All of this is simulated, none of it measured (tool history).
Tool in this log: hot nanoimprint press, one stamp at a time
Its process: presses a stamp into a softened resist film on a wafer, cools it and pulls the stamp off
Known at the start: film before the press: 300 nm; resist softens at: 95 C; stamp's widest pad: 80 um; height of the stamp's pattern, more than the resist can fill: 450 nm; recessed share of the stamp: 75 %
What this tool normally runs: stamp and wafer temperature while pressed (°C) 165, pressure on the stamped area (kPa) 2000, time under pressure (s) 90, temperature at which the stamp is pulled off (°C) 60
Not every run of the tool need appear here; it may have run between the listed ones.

run   hour  stamp and wafer temperature while pressed (°C)  pressure on the stamped area (kPa)  time under pressure (s)  temperature at which the stamp is pulled off (°C)  resist left under the stamp's widest pad (nm)  greatest force while the stamp is pulled off (N)
  1      0                                             165                                2000                       90                                                 60                                         135.37                                               192
  2   30.1                                             165                                2000                       49                                                 60                                         167.18                                               195
  3   51.5                                             165                                2000                       49                                                 60                                         167.11                                               211
  4   65.8                                             165                                2000                       49                                                 60                                         167.04                                               209
  5   90.4                                             168                                2000                       49                                                 60                                         155.14                                               220
  6  118.2                                             165                                1640                       90                                                 60                                         148.07                                               233
  7    136                                             165                                1640                       90                                                 60                                         147.65                                               230
  8  164.7                                             165                                1640                       90                                                 60                                         147.62                                               249
  9  188.6                                             165                                1500                       90                                                 60                                         153.54                                               266
     203.8  -- plate thermocouple calibrated
 10  209.9                                             165                                1500                       90                                                 60                                         157.47                                               275
 11  241.3                                             165                                1500                       90                                                 60                                          157.7                                               291
 12    275                                             175                                2260                       89                                                 52                                          99.97                                               369

Predict the results of run 13:
 13  300.3                                             175                                2260                       89                                                 52                                              ?                                                 ?

{"run 13": {"resist left under the stamp's widest pad (nm)": 100.08, "greatest force while the stamp is pulled off (N)": 375}}
With no hidden state in the tool, this same run would have given resist left under the stamp's widest pad (nm) 98.33, greatest force while the stamp is pulled off (N) 235.
